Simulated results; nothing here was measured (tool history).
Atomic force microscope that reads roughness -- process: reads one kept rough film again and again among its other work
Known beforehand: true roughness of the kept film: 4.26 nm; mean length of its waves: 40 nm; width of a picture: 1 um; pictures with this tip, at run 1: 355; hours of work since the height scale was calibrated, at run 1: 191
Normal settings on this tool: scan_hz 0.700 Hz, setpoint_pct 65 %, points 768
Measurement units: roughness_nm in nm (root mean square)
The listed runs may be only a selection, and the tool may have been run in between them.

run,day,scan_hz,setpoint_pct,points,pictures with this tip,hours of work since the height scale was calibrated,roughness_nm
1,0.000,0.700,65,768,355,191,3.881
# day 0.808: new tip fitted
2,3.000,0.700,65,768,108,242,3.882
3,4.696,0.700,65,768,192,271,3.883
4,6.617,0.700,65,768,287,304,3.896
5,8.325,0.958,65,768,372,333,3.873
# day 8.842: new tip fitted
6,11.504,0.958,65,768,132,387,3.886
7,13.675,0.700,65,490,239,424,3.877
8,15.179,0.700,65,490,314,450,3.870
# day 17.033: new tip fitted
9,18.842,0.700,65,490,90,513,3.886
10,20.529,0.700,65,490,173,542,3.879
11,22.438,0.700,65,490,268,574,3.877
# day 25.133: new tip fitted
12,25.479,0.700,65,490,17,626,3.888
13,27.308,0.700,65,768,107,658,3.896
14,29.996,0.700,65,768,241,704,3.927
15,32.546,0.700,65,768,367,747,3.889
# day 33.229: new tip fitted
16,35.138,0.700,65,768,94,791,3.918
17,38.617,0.700,65,768,267,851,3.863
18,40.796,0.700,65,768,375,888,3.892
# day 41.279: new tip fitted
19,43.467,1.146,65,768,108,934,3.840
20,46.354,0.547,65,476,251,983,3.911
21,48.671,0.742,65,330,366,1023,3.881
# day 49.354: new tip fitted
22,50.746,0.742,65,330,68,1058,3.879
23,53.908,1.947,80,768,225,1113,3.582
# day 54.908: height scale calibrated on a step standard
24,55.525,1.947,72,412,303,11,3.663
# day 57.446: new tip fitted
25,58.617,2.591,59,494,58,63,3.790

Alternative continuations, all from the tool just after run 25; predict every row:
A,61.975,2.047,62,717,225,121,?
B,61.975,2.781,62,494,225,121,?
C,61.975,0.898,59,1021,225,121,?
D,61.975,1.912,66,703,225,121,?

run,roughness_nm
A,3.831
B,3.739
C,3.902
D,3.754
With no hidden state in the tool, these same runs would have given:
run,roughness_nm
A,3.835
B,3.743
C,3.907
D,3.759

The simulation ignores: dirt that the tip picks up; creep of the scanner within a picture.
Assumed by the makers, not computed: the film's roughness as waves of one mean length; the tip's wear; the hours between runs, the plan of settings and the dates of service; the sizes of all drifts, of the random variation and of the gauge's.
